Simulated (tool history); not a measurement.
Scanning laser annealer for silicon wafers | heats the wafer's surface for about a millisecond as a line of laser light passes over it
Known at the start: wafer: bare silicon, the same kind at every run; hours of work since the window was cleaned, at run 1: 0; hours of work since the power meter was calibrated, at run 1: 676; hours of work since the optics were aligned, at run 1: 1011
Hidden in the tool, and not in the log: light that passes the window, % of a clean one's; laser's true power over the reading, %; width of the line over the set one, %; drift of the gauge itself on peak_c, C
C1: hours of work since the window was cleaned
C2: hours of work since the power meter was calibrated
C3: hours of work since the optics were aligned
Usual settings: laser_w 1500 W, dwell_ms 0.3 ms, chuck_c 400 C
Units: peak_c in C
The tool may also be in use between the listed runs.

Run 1, hour 0: usual settings; C1 0; C2 676; C3 1011. Result: peak_c 1180 C.
Run 2, hour 23.1: usual settings but dwell_ms 0.24 ms; C1 17; C2 693; C3 1029. Result: peak_c 1104 C.
Run 3, hour 44.4: usual settings but dwell_ms 0.24 ms; C1 33; C2 709; C3 1044. Result: peak_c 1098 C.
Run 4, hour 89.1: usual settings but chuck_c 403 C; C1 66; C2 742; C3 1078. Result: peak_c 1185 C.
Run 5, hour 126.6: usual settings but chuck_c 365 C; C1 94; C2 770; C3 1106. Result: peak_c 1150 C.
Run 6, hour 160.3: usual settings but chuck_c 365 C; C1 119; C2 795; C3 1131. Result: peak_c 1147 C.
Run 7, hour 197.7: usual settings but chuck_c 365 C; C1 147; C2 823; C3 1158. Result: peak_c 1149 C.
Run 8, hour 231.5: usual settings but chuck_c 365 C; C1 172; C2 848; C3 1184. Result: peak_c 1147 C.
Run 9, hour 263.5: usual settings but dwell_ms 0.247 ms; C1 196; C2 872; C3 1207. Result: peak_c 1109 C.
Run 10, hour 309: usual settings but dwell_ms 0.247 ms; C1 230; C2 905; C3 1241. Result: peak_c 1111 C.
Run 11, hour 337.1: usual settings but dwell_ms 0.247 ms; C1 251; C2 926; C3 1262. Result: peak_c 1113 C.
Run 12, hour 379.9: usual settings; C1 282; C2 958; C3 1294. Result: peak_c 1181 C.
Run 13, hour 405.9: usual settings but laser_w 1412 W; C1 302; C2 977; C3 1313. Result: peak_c 1129 C.
Run 14, hour 451.2: usual settings but laser_w 1412 W; C1 335; C2 1011; C3 1347. Result: peak_c 1131 C.
Run 15, hour 477.3: usual settings but laser_w 1413 W, chuck_c 424 C; C1 355; C2 1031; C3 1366. Result: peak_c 1155 C.
Run 16, hour 512.6: usual settings but dwell_ms 0.332 ms; C1 381; C2 1057; C3 1393. Result: peak_c 1223 C.
Run 17, hour 535.9: usual settings but dwell_ms 0.332 ms; C1 398; C2 1074; C3 1410. Result: peak_c 1221 C.
Run 18, hour 583.6: usual settings but dwell_ms 0.309 ms, chuck_c 433 C; C1 434; C2 1110; C3 1445. Result: peak_c 1224 C.
At hour 597.5: window over the wafer cleaned.
Run 19, hour 621.3: usual settings but laser_w 1568 W, dwell_ms 0.257 ms, chuck_c 364 C; C1 18; C2 1136; C3 1472. Result: peak_c 1125 C.
Run 20, hour 657.6: usual settings but laser_w 1568 W, dwell_ms 0.257 ms, chuck_c 364 C; C1 45; C2 1163; C3 1499. Result: peak_c 1125 C.
Run 21, hour 678.2: usual settings but laser_w 1428 W, dwell_ms 0.257 ms, chuck_c 391 C; C1 60; C2 1178; C3 1514. Result: peak_c 1080 C.
Run 22, hour 710.2: usual settings but laser_w 1650 W; C1 84; C2 1202; C3 1538. Result: peak_c 1266 C.
Run 23, hour 744.6: usual settings but laser_w 1527 W, dwell_ms 0.26 ms, chuck_c 432 C; C1 109; C2 1228; C3 1564. Result: peak_c 1176 C.

Run 24 comes next. What will it give?
Run 24, hour 789.9: usual settings but laser_w 1326 W, dwell_ms 0.366 ms, chuck_c 415 C; C1 143; C2 1261; C3 1597. Result: peak_c ?.

peak_c: 1168 C
Without the tool's hidden state the same run would have given peak_c 1169 C.
